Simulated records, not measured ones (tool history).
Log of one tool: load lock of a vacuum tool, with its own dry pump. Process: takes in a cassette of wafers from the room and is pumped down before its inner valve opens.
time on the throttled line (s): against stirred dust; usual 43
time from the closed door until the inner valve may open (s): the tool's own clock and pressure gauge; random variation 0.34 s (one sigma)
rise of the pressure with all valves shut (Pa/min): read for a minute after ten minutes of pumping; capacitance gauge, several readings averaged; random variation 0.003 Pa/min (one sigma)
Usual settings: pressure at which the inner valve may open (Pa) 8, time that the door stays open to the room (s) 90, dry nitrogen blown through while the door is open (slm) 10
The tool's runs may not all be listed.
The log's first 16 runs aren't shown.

run     hour  time on the throttled line (s)  pressure at which the inner valve may open (Pa)  time that the door stays open to the room (s)  dry nitrogen blown through while the door is open (slm)  incoming humidity of the room's air, %  time from the closed door until the inner valve may open (s)  rise of the pressure with all valves shut (Pa/min)
 17   5475.9                              43                                                8                                             90                                                       10                                    44.5                                                          74.9                                                0.03
 18     5843                              43                                                8                                             90                                                       10                                    46.6                                                            75                                                0.03
 19   6041.5                              40                                                8                                             90                                                       10                                    45.4                                                          72.6                                               0.028
 20   6310.1                              43                                                8                                             90                                                       15                                      42                                                          75.1                                               0.026
 21   6720.2                              43                                                8                                             79                                                       10                                    45.2                                                          75.6                                               0.027
 22   7108.2                              32                                                8                                             79                                                       10                                    47.2                                                          67.2                                               0.026
 23     7482                              55                                                8                                             90                                                       11                                    50.4                                                          83.6                                               0.034
 24   7765.4                              26                                                9                                            205                                                        7                                    45.1                                                          62.2                                               0.067
 25   8021.3                              43                                                8                                             90                                                       43                                    44.6                                                          75.3                                                0.01
 26   8449.2                              43                                                8                                             32                                                        9                                    47.3                                                          74.9                                               0.017
 27   8907.5                              84                                                9                                             43                                                       10                                    47.7                                                         106.8                                               0.023
 28   9122.6                              84                                               13                                            224                                                       10                                    44.5                                                         104.1                                               0.053
 29   9480.9                              84                                               11                                            224                                                       11                                    47.7                                                         105.1                                               0.063
 30   9673.2                              84                                               11                                            224                                                       11                                    44.7                                                         104.7                                               0.052
 31  10006.4                              84                                               11                                            224                                                       11                                    44.5                                                         105.4                                               0.056
 32  10237.6                              62                                               14                                            131                                                       17                                    41.7                                                          86.6                                               0.025
 33  10636.5                              65                                               14                                            131                                                       21                                    45.7                                                          89.2                                               0.027
 34  11103.1                              65                                               14                                            131                                                       21                                    47.1                                                          88.5                                               0.031
 35    11452                              61                                                8                                             41                                                       10                                    43.5                                                          88.7                                                0.02
 36  11655.6                              61                                                8                                             41                                                       10                                    44.8                                                          88.8                                               0.022
 37  11952.4                              61                                                8                                             41                                                       10                                    46.2                                                          89.1                                               0.018

Forecast each of these 4 alternatives for the next run:
  A  12327.1                              61                                                8                                             41                                                       19                                    46.9                                                             ?                                                   ?
  B  12327.1                              38                                                8                                             41                                                       10                                      43                                                             ?                                                   ?
  C  12327.1                              61                                                7                                             41                                                       10                                    47.8                                                             ?                                                   ?
  D  12327.1                              43                                                9                                             90                                                       13                                    43.8                                                             ?                                                   ?

run  time from the closed door until the inner valve may open (s)  rise of the pressure with all valves shut (Pa/min)
  A                                                          89.1                                               0.012
  B                                                          71.6                                               0.023
  C                                                          89.3                                               0.024
  D                                                          74.6                                               0.036
Without the tool's hidden state the same runs would have given:
run  time from the closed door until the inner valve may open (s)  rise of the pressure with all valves shut (Pa/min)
  A                                                          89.1                                               0.011
  B                                                          71.6                                               0.022
  C                                                          89.3                                               0.022
  D                                                          74.6                                               0.035
